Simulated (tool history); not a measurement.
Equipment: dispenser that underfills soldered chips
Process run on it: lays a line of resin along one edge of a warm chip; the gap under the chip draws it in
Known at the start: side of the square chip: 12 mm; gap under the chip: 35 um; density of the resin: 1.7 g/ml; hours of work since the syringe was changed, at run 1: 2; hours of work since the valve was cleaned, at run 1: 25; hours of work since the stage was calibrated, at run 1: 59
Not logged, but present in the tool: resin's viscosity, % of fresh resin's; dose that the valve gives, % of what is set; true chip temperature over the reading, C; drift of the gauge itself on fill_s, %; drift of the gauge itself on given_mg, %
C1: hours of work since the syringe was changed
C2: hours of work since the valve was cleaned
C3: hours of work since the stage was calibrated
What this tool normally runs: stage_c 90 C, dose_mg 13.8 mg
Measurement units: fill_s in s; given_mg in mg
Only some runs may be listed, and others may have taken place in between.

Run 1, hour 0.0: usual settings; C1 2; C2 25; C3 59. Result: fill_s 192.2 s, given_mg 13.45 mg.
Run 2, hour 9.1: usual settings; C1 9; C2 31; C3 65. Result: fill_s 275.6 s, given_mg 13.44 mg.
At hour 13.2: new syringe of resin.
Run 3, hour 16.0: usual settings; C1 2; C2 36; C3 70. Result: fill_s 201.9 s, given_mg 13.47 mg.
Run 4, hour 24.6: usual settings; C1 8; C2 42; C3 76. Result: fill_s 276.6 s, given_mg 13.47 mg.
At hour 29.7: new syringe of resin.
Run 5, hour 29.7: usual settings; C1 0; C2 46; C3 80. Result: fill_s 175.1 s, given_mg 13.24 mg.
Run 6, hour 35.5: usual settings but stage_c 83 C; C1 4; C2 50; C3 84. Result: fill_s 269.9 s, given_mg 13.24 mg.
Run 7, hour 44.6: usual settings but stage_c 83 C; C1 11; C2 57; C3 91. Result: fill_s 381.1 s, given_mg 13.26 mg.
At hour 45.7: new syringe of resin.
Run 8, hour 50.2: usual settings but stage_c 83 C; C1 3; C2 60; C3 94. Result: fill_s 264.6 s, given_mg 13.23 mg.
Run 9, hour 56.9: usual settings but stage_c 83 C; C1 8; C2 65; C3 99. Result: fill_s 337.0 s, given_mg 13.09 mg.
At hour 61.9: new syringe of resin.
At hour 62.9: dispensing valve cleaned and set on the balance.
Run 10, hour 68.8: usual settings but stage_c 83 C, dose_mg 13.5 mg; C1 4; C2 4; C3 107. Result: fill_s 260.8 s, given_mg 13.65 mg.
Run 11, hour 73.7: usual settings; C1 8; C2 8; C3 110. Result: fill_s 255.8 s, given_mg 13.68 mg.
At hour 79.3: new syringe of resin.
Run 12, hour 83.2: usual settings; C1 3; C2 15; C3 117. Result: fill_s 199.5 s, given_mg 13.80 mg.
Run 13, hour 90.3: usual settings; C1 8; C2 20; C3 122. Result: fill_s 259.7 s, given_mg 13.61 mg.
At hour 95.2: new syringe of resin.
Run 14, hour 100.4: usual settings but dose_mg 14.9 mg; C1 4; C2 27; C3 129. Result: fill_s 212.8 s, given_mg 14.56 mg.
At hour 111.4: new syringe of resin.
Run 15, hour 112.2: usual settings but dose_mg 14.9 mg; C1 1; C2 35; C3 138. Result: fill_s 178.9 s, given_mg 14.64 mg.
Run 16, hour 121.5: usual settings but dose_mg 12.7 mg; C1 7; C2 42; C3 144. Result: fill_s 256.0 s, given_mg 12.26 mg.
At hour 127.6: new syringe of resin.
Run 17, hour 129.1: usual settings but dose_mg 12.7 mg; C1 1; C2 47; C3 150. Result: fill_s 183.9 s, given_mg 12.27 mg.
Run 18, hour 138.7: usual settings but dose_mg 13.4 mg; C1 8; C2 54; C3 157. Result: fill_s 265.1 s, given_mg 12.93 mg.
At hour 143.5: new syringe of resin.
Run 19, hour 150.6: usual settings but stage_c 101 C, dose_mg 17.5 mg; C1 5; C2 62; C3 165. Result: fill_s 160.4 s, given_mg 16.67 mg.
At hour 159.6: new syringe of resin.
At hour 160.6: dispensing valve cleaned and set on the balance.
Run 20, hour 163.2: usual settings but stage_c 101 C, dose_mg 17.5 mg; C1 2; C2 2; C3 173. Result: fill_s 130.5 s, given_mg 17.48 mg.
Run 21, hour 174.2: usual settings but stage_c 101 C, dose_mg 17.5 mg; C1 10; C2 10; C3 181. Result: fill_s 202.6 s, given_mg 17.47 mg.
At hour 176.9: new syringe of resin.
Run 22, hour 180.6: usual settings but stage_c 92 C, dose_mg 12.2 mg; C1 3; C2 14; C3 186. Result: fill_s 190.1 s, given_mg 12.06 mg.
Run 23, hour 190.6: usual settings but stage_c 93 C, dose_mg 16.4 mg; C1 10; C2 21; C3 193. Result: fill_s 259.2 s, given_mg 16.16 mg.
At hour 193.3: new syringe of resin.
Run 24, hour 197.4: usual settings but stage_c 98 C; C1 3; C2 26; C3 197. Result: fill_s 154.8 s, given_mg 13.64 mg.
Run 25, hour 204.4: usual settings but stage_c 91 C, dose_mg 14.4 mg; C1 8; C2 31; C3 203. Result: fill_s 251.0 s, given_mg 13.97 mg.
At hour 209.6: new syringe of resin.
Run 26, hour 210.9: usual settings but stage_c 91 C, dose_mg 14.4 mg; C1 1; C2 36; C3 207. Result: fill_s 171.5 s, given_mg 14.00 mg.
Run 27, hour 220.6: usual settings but dose_mg 17.8 mg; C1 8; C2 43; C3 214. Result: fill_s 253.8 s, given_mg 17.10 mg.
At hour 226.1: new syringe of resin.
Run 28, hour 232.7: usual settings but stage_c 77 C, dose_mg 16.1 mg; C1 5; C2 51; C3 223. Result: fill_s 331.0 s, given_mg 15.41 mg.
At hour 242.5: new syringe of resin.
Run 29, hour 242.6: usual settings but stage_c 85 C, dose_mg 14.4 mg; C1 0; C2 58; C3 230. Result: fill_s 195.6 s, given_mg 13.68 mg.
Run 30, hour 250.2: usual settings but stage_c 77 C, dose_mg 16.3 mg; C1 6; C2 64; C3 235. Result: fill_s 342.5 s, given_mg 15.58 mg.
At hour 258.3: dispensing valve cleaned and set on the balance.
At hour 259.4: new syringe of resin.
Run 31, hour 262.3: usual settings but stage_c 77 C, dose_mg 16.3 mg; C1 2; C2 3; C3 243. Result: fill_s 280.3 s, given_mg 16.21 mg.
Run 32, hour 267.4: usual settings but stage_c 88 C, dose_mg 16.3 mg; C1 6; C2 6; C3 246. Result: fill_s 236.4 s, given_mg 16.30 mg.
At hour 275.4: new syringe of resin.
Run 33, hour 278.6: usual settings but stage_c 88 C, dose_mg 16.3 mg; C1 2; C2 14; C3 254. Result: fill_s 193.7 s, given_mg 16.07 mg.
Run 34, hour 287.3: usual settings but stage_c 96 C, dose_mg 16.3 mg; C1 9; C2 21; C3 261. Result: fill_s 210.7 s, given_mg 16.12 mg.
At hour 292.0: new syringe of resin.
Run 35, hour 292.6: usual settings but stage_c 95 C, dose_mg 11.8 mg; C1 0; C2 24; C3 264. Result: fill_s 150.0 s, given_mg 11.55 mg.

Each row is a separate what-if for the run after 35, all from the same tool condition, not one after another. Results?
Run A, hour 302.3: usual settings but stage_c 105 C, dose_mg 15.5 mg; C1 7; C2 31; C3 271. Result: fill_s ?, given_mg ?.
Run B, hour 302.3: usual settings but stage_c 86 C, dose_mg 15.0 mg; C1 7; C2 31; C3 271. Result: fill_s ?, given_mg ?.
Run C, hour 302.3: usual settings but stage_c 98 C, dose_mg 12.2 mg; C1 7; C2 31; C3 271. Result: fill_s ?, given_mg ?.
Run D, hour 302.3: usual settings but stage_c 80 C; C1 7; C2 31; C3 271. Result: fill_s ?, given_mg ?.

run  fill_s  given_mg
  A   158.7     15.20
  B   276.2     14.75
  C   200.0     11.93
  D   343.4     13.50
Take away the tool's hidden state, keep each run's random variation, and the runs would have read:
run  fill_s  given_mg
  A   113.4     15.55
  B   198.6     15.09
  C   142.7     12.20
  D   247.2     13.81
